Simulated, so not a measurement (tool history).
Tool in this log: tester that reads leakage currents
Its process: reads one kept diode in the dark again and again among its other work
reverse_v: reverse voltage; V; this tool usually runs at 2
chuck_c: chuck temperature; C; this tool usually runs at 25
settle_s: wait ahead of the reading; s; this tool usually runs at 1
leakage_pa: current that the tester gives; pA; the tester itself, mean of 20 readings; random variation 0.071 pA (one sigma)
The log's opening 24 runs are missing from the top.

run	hour	reverse_v	chuck_c	settle_s	hours of work since the probe card was cleaned	hours of work since the tester was calibrated	hours of work since the chuck was calibrated	leakage_pa
25	1630	4.28	27	1	1966	1665	990	36.04
26	1711.2	9.48	24	5.46	2023	1722	1047	47.11
27	1810.6	9.48	24	5.46	2093	1792	1117	47.59
28	1908.6	2	20	0.76	2162	1861	1186	14.28
29	1986.9	2	25	0.76	2217	1916	1242	20.59
30	2032.7	2	25	8.69	2249	1948	1274	20.3
31	2079.1	2	36	1	2282	1981	1307	49.55
32	2172	2	32	2.61	2347	2047	1372	35.93
33	2245.6	2	32	6.45	2399	2098	1424	35.99
34	2290.8	2	32	6.45	2431	2130	1456	35.97
35	2379.8	2	32	6.45	2494	2193	1518	36.19
36	2467.5	2	32	6.45	2556	2255	1580	36.46
37	2529.7	9.9	25	2.99	2599	2299	1624	56.63
38	2628.4	2	50	2.32	2669	2368	1693	152.58
39	2689.4	2.85	25	1	2712	2411	1736	26.73
40	2762.5	5.77	36	1	2763	2463	1788	89.48
41	2818.7	2	43	1.55	2803	2502	1828	88.91

Here are 3 independent what-if runs from the current tool condition. What would each one return?
A	2892.2	2.16	25	6.02	2855	2554	1879	?
B	2892.2	14.31	44	9.12	2855	2554	1879	?
C	2892.2	2.6	38	0.32	2855	2554	1879	?

run	leakage_pa
A	22.69
B	264.29
C	69.01
With no hidden state in the tool, these same runs would have given:
run	leakage_pa
A	16.94
B	220.7
C	59.99

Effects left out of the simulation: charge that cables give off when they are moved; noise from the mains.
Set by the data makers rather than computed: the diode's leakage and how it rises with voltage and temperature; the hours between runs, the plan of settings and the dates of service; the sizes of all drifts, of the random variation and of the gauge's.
